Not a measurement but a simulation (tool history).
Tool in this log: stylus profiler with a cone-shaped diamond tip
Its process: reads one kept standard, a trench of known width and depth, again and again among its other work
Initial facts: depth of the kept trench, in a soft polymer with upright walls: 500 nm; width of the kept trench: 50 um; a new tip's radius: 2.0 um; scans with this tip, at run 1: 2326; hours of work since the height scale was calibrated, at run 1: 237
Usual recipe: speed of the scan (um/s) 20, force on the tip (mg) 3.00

run	hour	speed of the scan (um/s)	force on the tip (mg)	scans with this tip	hours of work since the height scale was calibrated	depth of the trench (angstrom)	width of the trench's floor (um)
1	0.0	20	3.00	2326	237	5032.9	46.95
2	11.5	20	3.00	2406	245	5033.6	46.95
3	24.6	24	3.00	2497	255	5032.3	46.90
4	37.9	24	3.00	2588	264	5033.6	46.95
5	52.1	9	3.00	2687	274	5032.6	46.93
6	63.3	9	3.00	2765	282	5032.1	46.94
7	77.8	9	3.00	2865	292	5035.0	46.92
8	86.4	9	3.00	2924	298	5034.1	46.96
9	100.0	9	1.82	3019	308	5025.7	46.87
10	109.8	23	3.86	3086	315	5042.3	46.82
11	116.5	23	3.86	3133	320	5041.2	46.79
12	126.8	23	3.86	3204	327	5042.4	46.81
13	135.1	17	1.15	3261	333	5019.9	46.81
14	148.4	20	1.07	3354	342	5020.1	46.75
15	162.3	49	1.95	3450	352	5026.4	46.62
16	171.8	49	1.95	3516	359	5030.2	46.59

Branching from run 16: 5 alternative next runs. What would each branch give?
A	182.1	70	7.33	3587	366	?	?
B	182.1	8	2.13	3587	366	?	?
C	182.1	5	3.00	3587	366	?	?
D	182.1	52	2.06	3587	366	?	?
E	182.1	19	1.09	3587	366	?	?

run	depth of the trench (angstrom)	width of the trench's floor (um)
A	5058.7	46.66
B	5031.0	46.82
C	5033.8	46.82
D	5027.3	46.59
E	5019.9	46.69
Without the tool's hidden state the same runs would have given:
run	depth of the trench (angstrom)	width of the trench's floor (um)
A	5053.7	47.17
B	5026.1	47.33
C	5028.8	47.33
D	5022.4	47.10
E	5015.0	47.20

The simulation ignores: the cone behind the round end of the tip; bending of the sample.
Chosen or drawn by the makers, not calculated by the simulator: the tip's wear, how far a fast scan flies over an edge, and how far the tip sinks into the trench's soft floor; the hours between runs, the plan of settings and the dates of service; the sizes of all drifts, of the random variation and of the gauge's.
